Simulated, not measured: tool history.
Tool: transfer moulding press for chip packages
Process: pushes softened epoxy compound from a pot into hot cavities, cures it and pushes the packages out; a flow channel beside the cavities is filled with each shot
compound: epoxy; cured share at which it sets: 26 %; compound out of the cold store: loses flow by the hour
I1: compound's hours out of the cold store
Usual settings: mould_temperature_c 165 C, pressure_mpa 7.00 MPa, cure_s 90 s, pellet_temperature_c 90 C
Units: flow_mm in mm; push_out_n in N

{"run": 1, "day": 0.0, "mould_temperature_c": 165, "pressure_mpa": 7.0, "cure_s": 90, "pellet_temperature_c": 90, "I1": 46.9, "flow_mm": 531, "push_out_n": 295}
{"run": 2, "day": 0.35, "mould_temperature_c": 165, "pressure_mpa": 7.0, "cure_s": 90, "pellet_temperature_c": 84, "I1": 29.5, "flow_mm": 606, "push_out_n": 360}
{"run": 3, "day": 0.533, "mould_temperature_c": 165, "pressure_mpa": 7.0, "cure_s": 90, "pellet_temperature_c": 90, "I1": 12.3, "flow_mm": 695, "push_out_n": 391}
{"run": 4, "day": 0.704, "mould_temperature_c": 165, "pressure_mpa": 7.0, "cure_s": 90, "pellet_temperature_c": 90, "I1": 26.6, "flow_mm": 613, "push_out_n": 428}
{"run": 5, "day": 1.042, "mould_temperature_c": 165, "pressure_mpa": 7.0, "cure_s": 90, "pellet_temperature_c": 90, "I1": 13.8, "flow_mm": 674, "push_out_n": 452}
{"run": 6, "day": 1.312, "mould_temperature_c": 165, "pressure_mpa": 7.0, "cure_s": 90, "pellet_temperature_c": 90, "I1": 31.9, "flow_mm": 587, "push_out_n": 453}
{"run": 7, "day": 1.629, "mould_temperature_c": 165, "pressure_mpa": 7.0, "cure_s": 90, "pellet_temperature_c": 90, "I1": 15.6, "flow_mm": 672, "push_out_n": 491}
{"run": 8, "day": 2.012, "mould_temperature_c": 165, "pressure_mpa": 7.0, "cure_s": 90, "pellet_temperature_c": 90, "I1": 32.8, "flow_mm": 592, "push_out_n": 493}
{"day": 2.329, "done": "cavities cleaned with cleaning compound and waxed"}
{"run": 9, "day": 2.329, "mould_temperature_c": 165, "pressure_mpa": 7.0, "cure_s": 109, "pellet_temperature_c": 83, "I1": 29.9, "flow_mm": 600, "push_out_n": 245}
{"run": 10, "day": 2.658, "mould_temperature_c": 165, "pressure_mpa": 7.0, "cure_s": 109, "pellet_temperature_c": 83, "I1": 22.4, "flow_mm": 644, "push_out_n": 291}
{"run": 11, "day": 2.838, "mould_temperature_c": 162, "pressure_mpa": 7.0, "cure_s": 94, "pellet_temperature_c": 89, "I1": 30.5, "flow_mm": 602, "push_out_n": 384}
{"run": 12, "day": 3.083, "mould_temperature_c": 162, "pressure_mpa": 7.0, "cure_s": 94, "pellet_temperature_c": 99, "I1": 20.3, "flow_mm": 649, "push_out_n": 412}
{"run": 13, "day": 3.392, "mould_temperature_c": 170, "pressure_mpa": 7.0, "cure_s": 83, "pellet_temperature_c": 99, "I1": 39.6, "flow_mm": 544, "push_out_n": 389}

Measured less the same run without the tool's hidden state. The same run-to-run variation is in both; the gauge's scatter may not be:
The hidden state here: true mould temperature over the reading, C; pressure that reaches the compound, % of what is set; grip of the stained cavities, % over clean ones'; drift of the gauge itself on flow_mm, %; drift of the gauge itself on push_out_n, %.
run=1 flow_mm=-9 push_out_n=+31
run=2 flow_mm=-11 push_out_n=+80
run=3 flow_mm=-13 push_out_n=+107
run=4 flow_mm=-11 push_out_n=+132
run=5 flow_mm=-13 push_out_n=+166
run=6 flow_mm=-13 push_out_n=+185
run=7 flow_mm=-14 push_out_n=+211
run=8 flow_mm=-14 push_out_n=+224
run=9 flow_mm=-14 push_out_n=+5
run=10 flow_mm=-16 push_out_n=+48
run=11 flow_mm=-15 push_out_n=+85
run=12 flow_mm=-17 push_out_n=+117
run=13 flow_mm=-15 push_out_n=+136
